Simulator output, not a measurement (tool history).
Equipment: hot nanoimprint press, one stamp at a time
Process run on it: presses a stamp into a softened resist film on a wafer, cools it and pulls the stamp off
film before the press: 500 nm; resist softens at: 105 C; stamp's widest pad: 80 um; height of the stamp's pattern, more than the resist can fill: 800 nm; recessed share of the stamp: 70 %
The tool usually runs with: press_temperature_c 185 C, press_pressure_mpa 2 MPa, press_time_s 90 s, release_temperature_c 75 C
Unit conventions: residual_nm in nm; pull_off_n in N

Run 1, hour 0: usual settings. Result: residual_nm 253.5 nm, pull_off_n 175 N.
Run 2, hour 9.5: usual settings. Result: residual_nm 255.2 nm, pull_off_n 171 N.
Run 3, hour 29.7: usual settings. Result: residual_nm 256.8 nm, pull_off_n 176 N.
Run 4, hour 45.4: usual settings. Result: residual_nm 256.4 nm, pull_off_n 183 N.
Run 5, hour 62.9: usual settings. Result: residual_nm 257.7 nm, pull_off_n 178 N.
Run 6, hour 79.4: usual settings. Result: residual_nm 258.1 nm, pull_off_n 181 N.
Run 7, hour 98: usual settings. Result: residual_nm 257.9 nm, pull_off_n 184 N.
At hour 101.9: plate thermocouple calibrated.
Run 8, hour 120.1: usual settings. Result: residual_nm 259.4 nm, pull_off_n 187 N.
Run 9, hour 130.7: usual settings but press_pressure_mpa 1.77 MPa. Result: residual_nm 271.1 nm, pull_off_n 188 N.
At hour 138.9: plate thermocouple calibrated, once more.
Run 10, hour 146.7: usual settings but press_pressure_mpa 1.77 MPa. Result: residual_nm 257.6 nm, pull_off_n 173 N.
Run 11, hour 162.9: usual settings. Result: residual_nm 246.9 nm, pull_off_n 181 N.
Run 12, hour 172.6: usual settings. Result: residual_nm 245.1 nm, pull_off_n 191 N.
Run 13, hour 184.4: usual settings but press_pressure_mpa 1.61 MPa. Result: residual_nm 267.4 nm, pull_off_n 184 N.
Run 14, hour 200.9: usual settings but press_pressure_mpa 1.61 MPa. Result: residual_nm 267.8 nm, pull_off_n 189 N.
Run 15, hour 213.2: usual settings but press_temperature_c 183 C, press_pressure_mpa 1.62 MPa, press_time_s 146 s, release_temperature_c 73 C. Result: residual_nm 232.6 nm, pull_off_n 197 N.
Run 16, hour 227.6: usual settings but press_time_s 72 s, release_temperature_c 62 C. Result: residual_nm 265 nm, pull_off_n 244 N.
Run 17, hour 247.5: usual settings but press_temperature_c 181 C. Result: residual_nm 268.4 nm, pull_off_n 203 N.
Run 18, hour 260.2: usual settings but press_temperature_c 195 C, press_pressure_mpa 2.13 MPa, press_time_s 140 s, release_temperature_c 74 C. Result: residual_nm 155.2 nm, pull_off_n 194 N.
Run 19, hour 278.9: usual settings but press_temperature_c 177 C. Result: residual_nm 299.8 nm, pull_off_n 200 N.
Run 20, hour 288: usual settings but press_temperature_c 180 C, press_pressure_mpa 2.82 MPa, press_time_s 140 s, release_temperature_c 71 C. Result: residual_nm 209 nm, pull_off_n 214 N.
Run 21, hour 309.4: usual settings but press_time_s 74 s. Result: residual_nm 266.7 nm, pull_off_n 206 N.

Estimate the outcome of run 22 from the log above:
At hour 322.9: stamp cleaned and given a new release coat.
Run 22, hour 329.1: usual settings but press_temperature_c 177 C, press_time_s 74 s, release_temperature_c 68 C. Result: residual_nm ?, pull_off_n ?.

{"run 22": {"residual_nm": 317.7, "pull_off_n": 197}}
Without the tool's hidden state the same run would have given residual_nm 313.6 nm, pull_off_n 195 N.

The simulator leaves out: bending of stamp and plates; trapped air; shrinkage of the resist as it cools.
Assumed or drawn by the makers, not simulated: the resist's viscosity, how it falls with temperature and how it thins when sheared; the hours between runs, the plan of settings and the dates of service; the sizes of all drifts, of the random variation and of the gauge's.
